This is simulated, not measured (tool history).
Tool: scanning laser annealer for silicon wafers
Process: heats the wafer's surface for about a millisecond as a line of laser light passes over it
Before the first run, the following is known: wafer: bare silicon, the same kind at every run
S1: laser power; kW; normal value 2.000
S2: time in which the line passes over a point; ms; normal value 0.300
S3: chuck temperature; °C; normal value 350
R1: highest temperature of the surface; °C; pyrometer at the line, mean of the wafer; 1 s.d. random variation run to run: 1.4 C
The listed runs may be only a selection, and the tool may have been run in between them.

run   hour     S1     S2   S3    R1
  1    0.0  2.000  0.300  350  1090
  2   45.9  2.000  0.300  350  1086
  3   91.3  2.000  0.300  350  1087
  4  139.0  2.000  0.300  366  1103
  5  205.5  2.000  0.300  366  1099
  6  272.7  2.000  0.256  350  1030
  7  355.4  2.000  0.369  389  1193

For run 8, what comes out?
  8  407.6  2.000  0.351  381   ?

Run 8 produced R1 1165 °C.
With the hidden condition absent and the run-to-run variation left alone, this run would have shown R1 1187 °C.

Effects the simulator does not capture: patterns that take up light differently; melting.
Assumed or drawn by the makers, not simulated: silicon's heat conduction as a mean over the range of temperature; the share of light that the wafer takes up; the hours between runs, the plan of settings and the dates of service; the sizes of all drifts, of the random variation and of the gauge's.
